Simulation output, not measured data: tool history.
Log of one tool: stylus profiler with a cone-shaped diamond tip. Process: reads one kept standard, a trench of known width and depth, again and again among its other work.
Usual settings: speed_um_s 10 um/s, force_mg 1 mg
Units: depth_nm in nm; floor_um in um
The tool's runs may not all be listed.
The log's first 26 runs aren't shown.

run	day	speed_um_s	force_mg	depth_nm	floor_um
27	18.567	9	0.6	101.23	97.84
28	19.396	23	0.37	101.02	97.74
29	19.808	5	2.04	102.06	97.93
30	20.283	3	0.54	101.09	97.93
31	20.933	5	0.53	101.19	97.89
32	21.708	6	1.98	101.85	97.9
33	22.3	3	0.51	101.21	97.92
34	22.896	40	2.06	102.02	97.75
35	23.533	39	0.94	101.43	97.7
36	24.254	6	0.54	101.1	97.87
37	24.988	11	0.62	101.26	97.84
38	25.646	11	1.54	101.78	97.86
39	26.196	38	0.35	101.06	97.54
40	26.946	16	1.35	101.73	97.83
41	27.488	6	0.34	101.08	97.91
42	27.883	3	1.61	101.84	97.85
43	28.283	3	1.61	101.77	97.95
44	28.962	3	1.61	101.81	97.91
45	29.712	20	0.65	101.27	97.74
46	30.475	14	0.84	101.36	97.79

4 ways to go on from here, each from the tool as it stands after run 46. What would each give?
A	30.888	9	0.84	?	?
B	30.888	30	0.84	?	?
C	30.888	3	0.77	?	?
D	30.888	26	0.77	?	?

run	depth_nm	floor_um
A	101.38	97.92
B	101.5	97.73
C	101.33	97.84
D	101.38	97.69
Without the tool's hidden state the same runs would have given:
run	depth_nm	floor_um
A	100.74	98.62
B	100.86	98.43
C	100.69	98.54
D	100.74	98.39

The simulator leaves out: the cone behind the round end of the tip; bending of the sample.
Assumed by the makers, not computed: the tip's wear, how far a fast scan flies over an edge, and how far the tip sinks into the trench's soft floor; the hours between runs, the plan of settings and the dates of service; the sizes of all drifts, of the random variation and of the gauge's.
